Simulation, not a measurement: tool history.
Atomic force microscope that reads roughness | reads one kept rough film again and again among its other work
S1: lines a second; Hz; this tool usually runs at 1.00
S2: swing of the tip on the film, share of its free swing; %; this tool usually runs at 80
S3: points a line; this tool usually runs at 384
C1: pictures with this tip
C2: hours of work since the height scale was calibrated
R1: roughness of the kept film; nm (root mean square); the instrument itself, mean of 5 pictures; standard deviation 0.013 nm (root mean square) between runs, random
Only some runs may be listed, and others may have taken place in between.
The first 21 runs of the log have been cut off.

| run | hour | S1 | S2 | S3 | C1 | C2 | R1 |
|---|---|---|---|---|---|---|---|
| 22 | 416.8 | 2.05 | 80 | 386 | 80 | 879 | 1.530 |
|  | 419.5 | new tip fitted |
| 23 | 441.6 | 1.00 | 80 | 384 | 38 | 898 | 2.159 |
| 24 | 453.1 | 1.00 | 80 | 384 | 57 | 907 | 1.896 |
|  | 468.4 | new tip fitted |
| 25 | 470.6 | 2.04 | 67 | 876 | 4 | 920 | 2.917 |
| 26 | 489.2 | 1.03 | 86 | 553 | 35 | 935 | 2.196 |
| 27 | 505.4 | 3.49 | 73 | 294 | 62 | 948 | 1.666 |
|  | 518.7 | new tip fitted |
| 28 | 518.7 | 3.49 | 61 | 350 | 0 | 958 | 2.923 |
| 29 | 543.7 | 2.56 | 65 | 262 | 42 | 977 | 2.113 |
| 30 | 560.8 | 0.66 | 89 | 262 | 70 | 991 | 1.749 |
|  | 568.1 | new tip fitted |
| 31 | 589.3 | 1.00 | 80 | 525 | 35 | 1013 | 2.270 |
| 32 | 613.2 | 2.44 | 69 | 322 | 75 | 1032 | 1.688 |
|  | 618.7 | new tip fitted |
| 33 | 627.6 | 2.52 | 81 | 365 | 15 | 1043 | 2.230 |
| 34 | 653.7 | 3.50 | 90 | 980 | 59 | 1063 | 1.269 |
|  | 668.2 | new tip fitted |
| 35 | 680.2 | 1.00 | 80 | 785 | 20 | 1084 | 2.497 |
| 36 | 700.3 | 1.12 | 60 | 384 | 54 | 1100 | 2.068 |
| 37 | 712.8 | 1.00 | 59 | 302 | 75 | 1110 | 1.840 |
|  | 718.2 | new tip fitted |
| 38 | 726.0 | 1.00 | 59 | 302 | 13 | 1120 | 2.779 |
| 39 | 744.8 | 1.00 | 59 | 302 | 45 | 1134 | 2.176 |
| 40 | 758.1 | 1.00 | 59 | 302 | 67 | 1145 | 1.930 |
|  | 767.4 | new tip fitted |
| 41 | 785.6 | 1.00 | 59 | 302 | 31 | 1166 | 2.413 |
| 42 | 808.7 | 1.00 | 59 | 302 | 70 | 1184 | 1.876 |
|  | 815.8 | new tip fitted |
| 43 | 822.2 | 1.00 | 59 | 302 | 10 | 1195 | 2.846 |
| 44 | 835.3 | 2.14 | 59 | 302 | 32 | 1205 | 2.282 |
| 45 | 856.4 | 1.00 | 64 | 616 | 68 | 1222 | 1.867 |

For run 46, what comes out?
|  | 865.9 | new tip fitted |
| 46 | 884.5 | 1.00 | 64 | 616 | 31 | 1243 | ? |

{"run 46": {"R1": 2.475}}
The same run, on a tool lacking any hidden state, would have yielded R1 3.189 nm (root mean square).
